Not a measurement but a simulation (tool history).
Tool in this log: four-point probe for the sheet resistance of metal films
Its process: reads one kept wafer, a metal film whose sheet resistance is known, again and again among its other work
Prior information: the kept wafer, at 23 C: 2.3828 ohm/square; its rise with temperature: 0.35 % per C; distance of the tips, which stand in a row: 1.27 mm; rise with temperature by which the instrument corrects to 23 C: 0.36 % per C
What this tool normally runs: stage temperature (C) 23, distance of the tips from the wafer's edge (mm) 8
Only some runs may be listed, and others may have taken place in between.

| run | hour | stage temperature (C) | distance of the tips from the wafer's edge (mm) | sheet resistance as the instrument gives it (ohm/square) |
|---|---|---|---|---|
| 1 | 0 | 23 | 8 | 2.397894 |
| 2 | 16.6 | 23 | 8 | 2.397517 |
| 3 | 36.3 | 23 | 8 | 2.397574 |
| 4 | 56.5 | 23 | 33 | 2.36795 |
| 5 | 82.4 | 23 | 33 | 2.367393 |
| 6 | 104.7 | 23 | 33 | 2.367779 |
| 7 | 129.2 | 23 | 33 | 2.366862 |
| 8 | 149 | 23 | 33 | 2.368024 |
| 9 | 175.9 | 19 | 8 | 2.397556 |
| 10 | 197.6 | 23 | 8 | 2.397929 |
| 11 | 225.4 | 23 | 8 | 2.396838 |
| 12 | 239.4 | 23 | 8 | 2.396703 |
| 13 | 260.5 | 23 | 8 | 2.396917 |
| 14 | 273 | 23 | 8 | 2.396637 |
| 15 | 294.9 | 24 | 8 | 2.396879 |
| 16 | 311 | 24 | 8 | 2.396706 |
| 17 | 336.7 | 24 | 8 | 2.396036 |
| 18 | 359.6 | 24 | 8 | 2.396763 |
| 19 | 380.8 | 24 | 8 | 2.396373 |
| 20 | 407.1 | 24 | 8 | 2.396618 |
| 21 | 426.6 | 23 | 8 | 2.396353 |
| 22 | 437.9 | 23 | 34 | 2.366416 |
| 23 | 463.8 | 23 | 34 | 2.366887 |
| 24 | 484.1 | 20 | 16 | 2.37321 |
| 25 | 502.7 | 22 | 15 | 2.373073 |
| 26 | 518.7 | 33 | 62 | 2.362843 |
| 27 | 532.3 | 24 | 5 | 2.442625 |
| 28 | 556.5 | 23 | 10 | 2.384337 |
| 29 | 573.1 | 31 | 4 | 2.485315 |
| 30 | 591.1 | 31 | 4 | 2.484573 |
| 31 | 608.9 | 25 | 3 | 2.569801 |
| 32 | 630.7 | 22 | 41 | 2.364819 |
| 33 | 658.4 | 22 | 41 | 2.364379 |
|  | 660.7 | stage's thermometer calibrated |
| 34 | 678.1 | 31 | 49 | 2.36038 |
| 35 | 699.8 | 27 | 28 | 2.363555 |
| 36 | 711.6 | 27 | 19 | 2.366644 |
| 37 | 736.7 | 30 | 8 | 2.391852 |
| 38 | 756.9 | 18 | 8 | 2.394273 |
| 39 | 778.9 | 19 | 8 | 2.39432 |
|  | 785.9 | stage's thermometer calibrated, once more |
| 40 | 804.3 | 19 | 12 | 2.38214 |
| 41 | 824.5 | 27 | 20 | 2.371658 |
| 42 | 838.5 | 27 | 20 | 2.370991 |
| 43 | 861 | 18 | 20 | 2.373183 |
| 44 | 880.1 | 27 | 10 | 2.38736 |
| 45 | 897.8 | 22 | 42 | 2.368542 |
| 46 | 923 | 22 | 45 | 2.367827 |

Predict each of these 3 candidate next runs independently; none follows another, all start after run 46:
| A | 944.7 | 20 | 25 | ? |
| B | 944.7 | 19 | 42 | ? |
| C | 944.7 | 23 | 66 | ? |

| run | sheet resistance as the instrument gives it (ohm/square) |
|---|---|
| A | 2.37013 |
| B | 2.368534 |
| C | 2.367484 |
With the hidden condition removed and each run's random variation left untouched, the same runs would have given:
| run | sheet resistance as the instrument gives it (ohm/square) |
|---|---|
| A | 2.385956 |
| B | 2.384348 |
| C | 2.383296 |
